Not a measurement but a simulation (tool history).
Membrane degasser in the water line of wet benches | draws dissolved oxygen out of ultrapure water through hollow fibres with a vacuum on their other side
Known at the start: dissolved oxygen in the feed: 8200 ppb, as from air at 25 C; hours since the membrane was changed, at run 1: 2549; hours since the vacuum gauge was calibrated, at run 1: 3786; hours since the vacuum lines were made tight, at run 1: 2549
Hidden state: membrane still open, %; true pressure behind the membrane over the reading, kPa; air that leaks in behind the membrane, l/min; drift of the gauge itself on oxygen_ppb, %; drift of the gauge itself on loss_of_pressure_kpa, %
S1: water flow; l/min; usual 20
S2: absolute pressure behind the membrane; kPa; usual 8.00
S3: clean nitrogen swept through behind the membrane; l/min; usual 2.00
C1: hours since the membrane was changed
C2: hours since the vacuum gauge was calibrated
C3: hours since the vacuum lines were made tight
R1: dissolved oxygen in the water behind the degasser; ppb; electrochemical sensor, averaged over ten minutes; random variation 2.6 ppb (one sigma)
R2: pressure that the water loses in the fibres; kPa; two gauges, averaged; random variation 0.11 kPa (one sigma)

run,hour,S1,S2,S3,C1,C2,C3,R1,R2
1,0.0,20,8.00,2.00,2549,3786,2549,281.9,27.45
2,201.8,20,8.00,2.00,2751,3988,2751,285.4,27.60
# hour 248.3: vacuum gauge calibrated
3,392.2,17,8.00,2.00,2941,144,2941,231.2,23.62
4,537.1,17,8.00,2.00,3086,289,3086,235.8,23.56
5,733.1,17,8.00,2.00,3282,485,3282,234.6,23.55
# hour 833.2: vacuum gauge calibrated, once more
6,866.3,17,8.00,2.00,3415,33,3415,232.4,23.59
7,1003.0,17,8.00,2.00,3551,170,3551,229.4,23.56
8,1138.1,18,8.00,2.00,3686,305,3686,247.8,24.90
9,1278.3,20,8.00,2.00,3827,445,3827,288.1,27.86
10,1486.1,20,8.00,2.00,4034,653,4034,290.0,28.08
11,1679.4,20,8.00,2.00,4228,846,4228,292.7,27.82
12,1885.8,20,8.00,2.48,4434,1053,4434,266.9,28.01
# hour 2005.4: seals of the vacuum lines changed
13,2040.7,20,5.56,2.00,4587,1206,35,237.3,28.11
14,2190.6,20,5.56,2.00,4737,1355,185,240.0,28.17
15,2351.2,20,5.56,2.00,4897,1516,346,238.5,28.11
16,2466.0,20,5.56,2.00,5012,1631,461,239.9,28.18
17,2615.2,20,5.56,2.00,5161,1780,610,238.8,28.26
18,2752.5,20,5.56,2.00,5299,1917,747,247.7,28.36
19,2911.7,18,8.00,2.00,5458,2077,906,264.4,25.65
20,3049.3,24,8.00,1.02,5596,2214,1044,473.4,33.96
21,3145.0,24,8.00,1.02,5691,2310,1140,475.9,34.03
22,3272.8,29,6.73,1.02,5819,2438,1267,515.1,41.27
23,3364.2,13,9.42,0.92,5910,2529,1359,297.7,18.60
24,3549.2,29,18.39,1.04,6095,2714,1544,1107.0,41.17
25,3648.0,17,4.91,2.00,6194,2813,1643,188.6,24.24
26,3867.6,17,4.91,2.00,6414,3032,1862,188.9,24.38
27,4048.5,20,14.64,2.00,6595,3213,2043,456.5,28.73
28,4204.8,29,16.67,0.85,6751,3370,2199,1129.9,41.72

The next listed run, before its measurement:
29,4310.9,25,16.67,1.82,6857,3476,2305,?,?

{"run 29": {"R1": 673.5, "R2": 36.15}}
Without the tool's hidden state the same run would have given R1 609.5 ppb, R2 33.64 kPa.
